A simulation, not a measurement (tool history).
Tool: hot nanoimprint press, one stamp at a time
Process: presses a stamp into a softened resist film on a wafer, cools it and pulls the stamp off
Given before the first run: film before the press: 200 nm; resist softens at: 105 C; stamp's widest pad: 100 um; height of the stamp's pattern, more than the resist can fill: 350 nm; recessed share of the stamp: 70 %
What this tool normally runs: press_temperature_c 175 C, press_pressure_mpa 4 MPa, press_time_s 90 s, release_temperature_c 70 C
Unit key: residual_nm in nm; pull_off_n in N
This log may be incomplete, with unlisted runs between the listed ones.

run 1 hour=0 | press_temperature_c=175 press_pressure_mpa=4 press_time_s=90 release_temperature_c=70 | residual_nm=104.8 pull_off_n=119
run 2 hour=28.9 | press_temperature_c=175 press_pressure_mpa=2.48 press_time_s=90 release_temperature_c=70 | residual_nm=124.5 pull_off_n=121
run 3 hour=75.8 | press_temperature_c=175 press_pressure_mpa=4 press_time_s=90 release_temperature_c=70 | residual_nm=102.6 pull_off_n=128
run 4 hour=98.8 | press_temperature_c=175 press_pressure_mpa=4 press_time_s=90 release_temperature_c=70 | residual_nm=102.9 pull_off_n=127
run 5 hour=134.3 | press_temperature_c=175 press_pressure_mpa=4 press_time_s=90 release_temperature_c=70 | residual_nm=102.4 pull_off_n=130
run 6 hour=157.5 | press_temperature_c=175 press_pressure_mpa=4 press_time_s=90 release_temperature_c=70 | residual_nm=102 pull_off_n=131
run 7 hour=201.1 | press_temperature_c=175 press_pressure_mpa=4.05 press_time_s=90 release_temperature_c=70 | residual_nm=102.2 pull_off_n=138
run 8 hour=228.4 | press_temperature_c=175 press_pressure_mpa=4.05 press_time_s=90 release_temperature_c=70 | residual_nm=103.1 pull_off_n=143
run 9 hour=258.1 | press_temperature_c=175 press_pressure_mpa=4.05 press_time_s=90 release_temperature_c=70 | residual_nm=101 pull_off_n=142
run 10 hour=287.8 | press_temperature_c=175 press_pressure_mpa=4.05 press_time_s=90 release_temperature_c=70 | residual_nm=101.9 pull_off_n=145
run 11 hour=326.5 | press_temperature_c=175 press_pressure_mpa=4.05 press_time_s=90 release_temperature_c=70 | residual_nm=101.4 pull_off_n=151
run 12 hour=365.2 | press_temperature_c=175 press_pressure_mpa=4.05 press_time_s=90 release_temperature_c=70 | residual_nm=100.6 pull_off_n=157
run 13 hour=410 | press_temperature_c=175 press_pressure_mpa=4.05 press_time_s=90 release_temperature_c=70 | residual_nm=101.1 pull_off_n=154
-- hour=428.5 stamp cleaned and given a new release coat
-- hour=447.1 plate thermocouple calibrated
run 14 hour=456 | press_temperature_c=175 press_pressure_mpa=4.05 press_time_s=90 release_temperature_c=70 | residual_nm=104.8 pull_off_n=121
run 15 hour=483.1 | press_temperature_c=175 press_pressure_mpa=4 press_time_s=66 release_temperature_c=70 | residual_nm=117.1 pull_off_n=119
run 16 hour=508.8 | press_temperature_c=175 press_pressure_mpa=4 press_time_s=124 release_temperature_c=59 | residual_nm=94.3 pull_off_n=127
run 17 hour=534.8 | press_temperature_c=175 press_pressure_mpa=4 press_time_s=124 release_temperature_c=59 | residual_nm=93.1 pull_off_n=131
run 18 hour=583.6 | press_temperature_c=175 press_pressure_mpa=4 press_time_s=124 release_temperature_c=59 | residual_nm=92.8 pull_off_n=133
run 19 hour=625.6 | press_temperature_c=177 press_pressure_mpa=5.68 press_time_s=48 release_temperature_c=59 | residual_nm=101.5 pull_off_n=137
run 20 hour=670.9 | press_temperature_c=170 press_pressure_mpa=4 press_time_s=140 release_temperature_c=70 | residual_nm=114.6 pull_off_n=135
-- hour=700.5 press's hydraulic seals changed and the load cell set to zero
run 21 hour=703.4 | press_temperature_c=170 press_pressure_mpa=3.29 press_time_s=53 release_temperature_c=70 | residual_nm=156 pull_off_n=131
run 22 hour=746.2 | press_temperature_c=169 press_pressure_mpa=5.46 press_time_s=53 release_temperature_c=67 | residual_nm=140.4 pull_off_n=136
run 23 hour=779.2 | press_temperature_c=169 press_pressure_mpa=5.46 press_time_s=53 release_temperature_c=67 | residual_nm=138.8 pull_off_n=145
run 24 hour=803.8 | press_temperature_c=169 press_pressure_mpa=5.46 press_time_s=53 release_temperature_c=67 | residual_nm=139.7 pull_off_n=148
run 25 hour=852.8 | press_temperature_c=169 press_pressure_mpa=5.46 press_time_s=53 release_temperature_c=67 | residual_nm=137.5 pull_off_n=151
run 26 hour=881.9 | press_temperature_c=169 press_pressure_mpa=5.46 press_time_s=53 release_temperature_c=67 | residual_nm=139.5 pull_off_n=159
run 27 hour=927.8 | press_temperature_c=169 press_pressure_mpa=5.46 press_time_s=53 release_temperature_c=67 | residual_nm=138.1 pull_off_n=161
-- hour=941.8 stamp cleaned and given a new release coat
run 28 hour=965.4 | press_temperature_c=169 press_pressure_mpa=3.1 press_time_s=72 release_temperature_c=71 | residual_nm=151.9 pull_off_n=117
run 29 hour=988.5 | press_temperature_c=183 press_pressure_mpa=4 press_time_s=90 release_temperature_c=75 | residual_nm=65.9 pull_off_n=116

Alternative continuations, all from the tool just after run 29; predict every row:
run A hour=1013 | press_temperature_c=175 press_pressure_mpa=3.34 press_time_s=90 release_temperature_c=70 | residual_nm=? pull_off_n=?
run B hour=1013 | press_temperature_c=183 press_pressure_mpa=3.31 press_time_s=90 release_temperature_c=65 | residual_nm=? pull_off_n=?
run C hour=1013 | press_temperature_c=175 press_pressure_mpa=3.53 press_time_s=90 release_temperature_c=70 | residual_nm=? pull_off_n=?

run=A residual_nm=108.7 pull_off_n=122
run=B residual_nm=73 pull_off_n=124
run=C residual_nm=106.5 pull_off_n=120
Had the tool no hidden state, the same runs would have come out as:
run=A residual_nm=113.5 pull_off_n=117
run=B residual_nm=76.6 pull_off_n=118
run=C residual_nm=111.3 pull_off_n=114
